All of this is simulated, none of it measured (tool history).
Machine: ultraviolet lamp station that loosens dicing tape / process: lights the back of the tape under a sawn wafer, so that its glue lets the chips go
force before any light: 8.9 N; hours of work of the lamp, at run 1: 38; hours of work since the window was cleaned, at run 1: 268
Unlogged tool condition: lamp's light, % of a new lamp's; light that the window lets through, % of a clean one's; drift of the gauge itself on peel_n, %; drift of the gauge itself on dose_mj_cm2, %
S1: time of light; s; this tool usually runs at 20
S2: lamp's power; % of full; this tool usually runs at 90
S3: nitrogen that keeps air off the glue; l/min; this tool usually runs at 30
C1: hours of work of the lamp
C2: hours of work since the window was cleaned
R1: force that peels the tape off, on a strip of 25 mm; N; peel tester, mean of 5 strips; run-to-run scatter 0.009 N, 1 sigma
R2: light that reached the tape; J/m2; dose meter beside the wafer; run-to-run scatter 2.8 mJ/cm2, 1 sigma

run   hour  S1  S2  S3   C1   C2     R1    R2
  1      0  20  90  30   38  268   0.47  3650
  2   10.5  20  90  30   43  273  0.473  3610
  3   20.9  20  90  30   49  279  0.466  3550
  4   30.6  20  90  30   54  284  0.489  3640
  5   37.1  20  90  30   57  287  0.496  3540
  6   41.5  20  90  13   59  290   0.93  3590
  7     51  20  90  13   64  295  0.917  3540
  8   59.3  20  90  13   69  299  0.928  3550
  9   67.9  20  90  13   73  303  0.929  3510
 10   77.4  14  68  31   78  308  1.811  1860
      78.7  -- window cleaned of glue's vapour
 11   85.8  11  82  18   82    4  2.488  1720
 12   91.4  11  82  18   85    7  2.562  1700
 13   96.7  18  63  20   88    9  1.806  2140
 14  103.5  18  63  20   92   13  1.829  2100
     108.9  -- window cleaned of glue's vapour, once more
 15  109.4  17  84  30   95    0  0.728  2990
 16  115.5  32  89  21   98    3  0.181  6010
 17  126.1  32  90  17  103    9  0.219  6070

Alternative continuations, all from the tool just after run 17; predict every row:
  A  134.7  12  74  34  108  14   ?   ?
  B  134.7  13  85  15  108  14   ?   ?
  C  134.7  12  70  28  108  14   ?   ?
  D  134.7  32  70  17  108  14   ?   ?
  E  134.7  36  90  30  108  14   ?   ?

run     R1    R2
  A   1.72  1890
  B  1.841  2300
  C  2.055  1750
  D  0.406  4690
  E  0.134  6740
Without the tool's hidden state the same runs would have given:
run     R1    R2
  A  1.575  1990
  B  1.691  2430
  C  1.898  1850
  D  0.357  4950
  E  0.128  7110

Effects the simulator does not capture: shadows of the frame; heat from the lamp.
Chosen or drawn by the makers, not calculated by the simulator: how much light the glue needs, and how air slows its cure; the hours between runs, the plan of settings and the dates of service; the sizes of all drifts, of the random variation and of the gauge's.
